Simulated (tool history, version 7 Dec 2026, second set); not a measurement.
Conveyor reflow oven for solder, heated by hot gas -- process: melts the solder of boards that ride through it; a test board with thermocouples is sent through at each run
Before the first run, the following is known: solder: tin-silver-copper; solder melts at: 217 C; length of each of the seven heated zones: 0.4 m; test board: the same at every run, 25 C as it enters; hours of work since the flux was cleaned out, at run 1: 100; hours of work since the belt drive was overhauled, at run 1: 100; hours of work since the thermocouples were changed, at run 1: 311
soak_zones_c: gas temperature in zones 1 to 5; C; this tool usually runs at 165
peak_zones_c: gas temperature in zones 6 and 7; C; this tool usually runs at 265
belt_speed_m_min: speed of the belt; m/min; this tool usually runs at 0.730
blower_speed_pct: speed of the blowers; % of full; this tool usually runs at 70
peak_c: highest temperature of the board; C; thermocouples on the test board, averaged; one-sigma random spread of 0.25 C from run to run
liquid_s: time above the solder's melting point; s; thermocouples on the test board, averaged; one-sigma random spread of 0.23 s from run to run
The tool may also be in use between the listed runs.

run	hour	soak_zones_c	peak_zones_c	belt_speed_m_min	blower_speed_pct	hours of work since the flux was cleaned out	hours of work since the belt drive was overhauled	hours of work since the thermocouples were changed	peak_c	liquid_s
1	0.0	165	265	0.730	70	100	100	311	249.8	45.4
2	12.7	165	265	0.730	70	108	108	319	249.7	45.0
3	28.7	165	265	0.730	70	118	118	329	249.7	45.1
4	53.4	177	265	0.730	70	133	133	344	251.6	50.2
5	64.4	177	265	0.730	70	140	140	350	252.1	50.5
6	74.5	177	265	0.730	70	146	146	357	251.5	50.0
7	87.4	177	265	0.730	70	154	154	365	251.2	50.0
8	109.0	177	265	0.730	70	167	167	378	251.7	49.8
9	121.3	177	265	0.730	70	175	175	386	251.6	49.8
10	143.2	177	265	0.730	70	188	188	399	251.4	49.7
11	159.7	165	265	0.730	70	199	199	409	249.0	44.7
12	175.2	165	265	0.730	70	208	208	419	249.0	44.6
13	195.3	165	265	0.730	70	220	220	431	249.0	44.8
14	209.0	165	265	0.730	70	229	229	440	248.9	44.4

Forecast run 15:
15	228.7	165	265	0.738	70	241	241	452	?	?

Run 15 measured peak_c 248.8 C, liquid_s 43.7 s.
Had the tool carried no hidden state, the very same run would have given peak_c 250.0 C, liquid_s 45.0 s.

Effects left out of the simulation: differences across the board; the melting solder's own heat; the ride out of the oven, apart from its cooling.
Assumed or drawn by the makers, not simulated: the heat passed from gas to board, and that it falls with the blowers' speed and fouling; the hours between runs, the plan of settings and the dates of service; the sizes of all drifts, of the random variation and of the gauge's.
